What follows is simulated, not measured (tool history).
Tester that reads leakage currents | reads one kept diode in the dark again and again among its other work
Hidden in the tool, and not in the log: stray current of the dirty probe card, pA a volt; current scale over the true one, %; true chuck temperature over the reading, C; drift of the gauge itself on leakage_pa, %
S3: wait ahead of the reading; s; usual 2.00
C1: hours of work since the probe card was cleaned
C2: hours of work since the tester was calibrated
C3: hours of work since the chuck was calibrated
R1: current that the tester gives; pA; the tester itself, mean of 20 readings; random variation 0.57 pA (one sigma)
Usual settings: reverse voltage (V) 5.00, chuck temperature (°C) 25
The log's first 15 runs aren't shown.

run 16 hour=568.4 | reverse_voltage_(V)=5.00 chuck_temperature_(°C)=39 S3=0.62 | C1=1353 C2=1318 C3=252 | R1=617.95
run 17 hour=592.5 | reverse_voltage_(V)=18.40 chuck_temperature_(°C)=39 S3=0.41 | C1=1371 C2=1337 C3=271 | R1=1044.04
run 18 hour=631.1 | reverse_voltage_(V)=1.32 chuck_temperature_(°C)=28 S3=0.96 | C1=1401 C2=1366 C3=300 | R1=146.71
run 19 hour=656.5 | reverse_voltage_(V)=9.65 chuck_temperature_(°C)=29 S3=4.14 | C1=1420 C2=1386 C3=319 | R1=345.67
run 20 hour=685.5 | reverse_voltage_(V)=4.81 chuck_temperature_(°C)=31 S3=5.68 | C1=1442 C2=1408 C3=342 | R1=313.10
run 21 hour=712.1 | reverse_voltage_(V)=1.02 chuck_temperature_(°C)=22 S3=1.77 | C1=1463 C2=1428 C3=362 | R1=77.49
run 22 hour=762.7 | reverse_voltage_(V)=1.02 chuck_temperature_(°C)=22 S3=1.77 | C1=1501 C2=1467 C3=401 | R1=77.53
run 23 hour=807.0 | reverse_voltage_(V)=16.13 chuck_temperature_(°C)=52 S3=2.00 | C1=1535 C2=1501 C3=434 | R1=2687.30
run 24 hour=829.5 | reverse_voltage_(V)=16.13 chuck_temperature_(°C)=52 S3=2.00 | C1=1552 C2=1518 C3=452 | R1=2682.01
run 25 hour=878.6 | reverse_voltage_(V)=5.00 chuck_temperature_(°C)=27 S3=0.95 | C1=1590 C2=1555 C3=489 | R1=226.52
run 26 hour=923.5 | reverse_voltage_(V)=7.91 chuck_temperature_(°C)=49 S3=3.70 | C1=1624 C2=1590 C3=523 | R1=1610.88

The next listed run, before its measurement:
run 27 hour=959.0 | reverse_voltage_(V)=4.21 chuck_temperature_(°C)=25 S3=2.16 | C1=1651 C2=1617 C3=551 | R1=?

Run 27 gave R1 176.05 pA.
Without the tool's hidden state the same run would have given R1 176.11 pA.

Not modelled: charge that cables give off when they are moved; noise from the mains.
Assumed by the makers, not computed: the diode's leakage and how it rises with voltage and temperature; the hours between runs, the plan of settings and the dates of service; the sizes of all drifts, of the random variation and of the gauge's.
